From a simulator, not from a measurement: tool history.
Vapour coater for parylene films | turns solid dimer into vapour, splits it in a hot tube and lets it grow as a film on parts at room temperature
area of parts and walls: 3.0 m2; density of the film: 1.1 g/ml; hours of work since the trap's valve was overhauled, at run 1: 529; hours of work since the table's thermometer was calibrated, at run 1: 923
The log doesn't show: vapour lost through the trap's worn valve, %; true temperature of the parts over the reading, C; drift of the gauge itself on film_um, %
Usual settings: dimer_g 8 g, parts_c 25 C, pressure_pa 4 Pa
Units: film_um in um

run	hour	dimer_g	parts_c	pressure_pa	hours of work since the trap's valve was overhauled	hours of work since the table's thermometer was calibrated	film_um
1	0	8	25	4	529	923	1.75
2	29.2	8	25	4	545	940	1.75
# hour 48.1: trap's valve overhauled
3	63	8	25	4	8	956	1.74
4	98.1	8	22	4	28	976	2.03
5	135.9	8	25	4	49	997	1.74
6	182.4	8	25	4	75	1023	1.76
7	214.7	8	25	4	93	1041	1.74
8	241.1	8	25	4	107	1055	1.75
9	292.2	8	25	4	136	1084	1.75
10	348.5	6	25	4	167	1115	1.32
11	373.4	6	25	4	181	1129	1.27
12	424.5	8	20	4	209	1157	2.18
13	471.1	10	25	11.23	235	1183	1.81
14	498.4	10	25	11.23	250	1198	1.82
15	542.6	10	25	11.23	275	1223	1.82
16	579.7	8	25	2.53	296	1243	1.86
17	604.7	8	25	2.53	309	1257	1.93
18	637.7	7	36	9.23	328	1276	0.83
19	674.3	7	36	9.23	348	1296	0.8
20	699.5	7	36	9.23	362	1310	0.78

4 ways to go on from here, each from the tool as it stands after run 20. What would each give?
A	732.2	11	36	9.23	380	1328	?
B	732.2	5	26	4.25	380	1328	?
C	732.2	12	19	9.23	380	1328	?
D	732.2	8	24	4	380	1328	?

run	film_um
A	1.26
B	1.04
C	2.98
D	1.84
Without the tool's hidden state the same runs would have given:
run	film_um
A	1.26
B	1.04
C	2.99
D	1.84
